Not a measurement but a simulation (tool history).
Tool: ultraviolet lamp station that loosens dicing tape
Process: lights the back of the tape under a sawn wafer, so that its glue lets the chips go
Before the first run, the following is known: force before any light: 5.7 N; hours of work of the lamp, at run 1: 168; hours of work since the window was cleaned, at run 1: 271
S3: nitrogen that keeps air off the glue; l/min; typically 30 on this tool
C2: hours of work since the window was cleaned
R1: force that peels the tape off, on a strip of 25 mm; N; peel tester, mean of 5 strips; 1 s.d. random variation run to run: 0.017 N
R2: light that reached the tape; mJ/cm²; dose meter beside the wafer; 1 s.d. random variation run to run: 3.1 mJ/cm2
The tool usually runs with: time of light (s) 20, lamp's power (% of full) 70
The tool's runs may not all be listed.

{"run": 1, "day": 0.0, "time of light (s)": 20, "lamp's power (% of full)": 70, "S3": 30, "hours of work of the lamp": 168, "C2": 271, "R1": 1.062, "R2": 399}
{"run": 2, "day": 0.508, "time of light (s)": 20, "lamp's power (% of full)": 70, "S3": 30, "hours of work of the lamp": 177, "C2": 280, "R1": 1.051, "R2": 396}
{"run": 3, "day": 0.804, "time of light (s)": 20, "lamp's power (% of full)": 70, "S3": 30, "hours of work of the lamp": 183, "C2": 286, "R1": 1.044, "R2": 400}
{"run": 4, "day": 1.3, "time of light (s)": 20, "lamp's power (% of full)": 70, "S3": 30, "hours of work of the lamp": 192, "C2": 295, "R1": 1.066, "R2": 385}
{"run": 5, "day": 1.725, "time of light (s)": 20, "lamp's power (% of full)": 70, "S3": 30, "hours of work of the lamp": 200, "C2": 303, "R1": 1.081, "R2": 387}
{"run": 6, "day": 2.242, "time of light (s)": 20, "lamp's power (% of full)": 70, "S3": 30, "hours of work of the lamp": 209, "C2": 312, "R1": 1.099, "R2": 389}
{"run": 7, "day": 2.567, "time of light (s)": 20, "lamp's power (% of full)": 70, "S3": 30, "hours of work of the lamp": 215, "C2": 318, "R1": 1.088, "R2": 381}
{"run": 8, "day": 2.833, "time of light (s)": 20, "lamp's power (% of full)": 61, "S3": 30, "hours of work of the lamp": 220, "C2": 323, "R1": 1.312, "R2": 335}
{"run": 9, "day": 3.262, "time of light (s)": 20, "lamp's power (% of full)": 61, "S3": 30, "hours of work of the lamp": 228, "C2": 331, "R1": 1.392, "R2": 324}
{"run": 10, "day": 3.517, "time of light (s)": 20, "lamp's power (% of full)": 74, "S3": 30, "hours of work of the lamp": 233, "C2": 336, "R1": 1.06, "R2": 400}
{"run": 11, "day": 3.854, "time of light (s)": 22, "lamp's power (% of full)": 78, "S3": 9, "hours of work of the lamp": 239, "C2": 342, "R1": 1.645, "R2": 464}
{"run": 12, "day": 4.217, "time of light (s)": 28, "lamp's power (% of full)": 75, "S3": 10, "hours of work of the lamp": 246, "C2": 348, "R1": 1.2, "R2": 561}
{"run": 13, "day": 4.642, "time of light (s)": 28, "lamp's power (% of full)": 75, "S3": 10, "hours of work of the lamp": 253, "C2": 356, "R1": 1.291, "R2": 556}
{"run": 14, "day": 4.862, "time of light (s)": 33, "lamp's power (% of full)": 77, "S3": 12, "hours of work of the lamp": 257, "C2": 360, "R1": 0.815, "R2": 677}
{"run": 15, "day": 5.15, "time of light (s)": 20, "lamp's power (% of full)": 71, "S3": 30, "hours of work of the lamp": 263, "C2": 366, "R1": 1.194, "R2": 372}
{"run": 16, "day": 5.633, "time of light (s)": 20, "lamp's power (% of full)": 69, "S3": 13, "hours of work of the lamp": 272, "C2": 375, "R1": 1.856, "R2": 359}
{"run": 17, "day": 5.896, "time of light (s)": 20, "lamp's power (% of full)": 90, "S3": 13, "hours of work of the lamp": 277, "C2": 379, "R1": 1.382, "R2": 466}

How would selected steps in R1 from run to run divide? Give the signed amount a tool lacking its hidden state would still show from settings, what came in and random variation, and the signed amount left for the hidden state, including any gauge scatter that is not in both of the compared results.
Hidden conditions of the tool in this case: lamp's light, % of a new lamp's; light that the window lets through, % of a clean one's; drift of the gauge itself on peel_n, %; drift of the gauge itself on dose_mj_cm2, %.
Run 13 -> 14: time of light (s) 28 -> 33, lamp's power (% of full) 75 -> 77, S3 10 -> 12. R1 -0.476 N: hidden state -0.112, all else -0.364.
Run 15 -> 16: lamp's power (% of full) 71 -> 69, S3 30 -> 13. R1 +0.662 N: hidden state +0.107, all else +0.555.

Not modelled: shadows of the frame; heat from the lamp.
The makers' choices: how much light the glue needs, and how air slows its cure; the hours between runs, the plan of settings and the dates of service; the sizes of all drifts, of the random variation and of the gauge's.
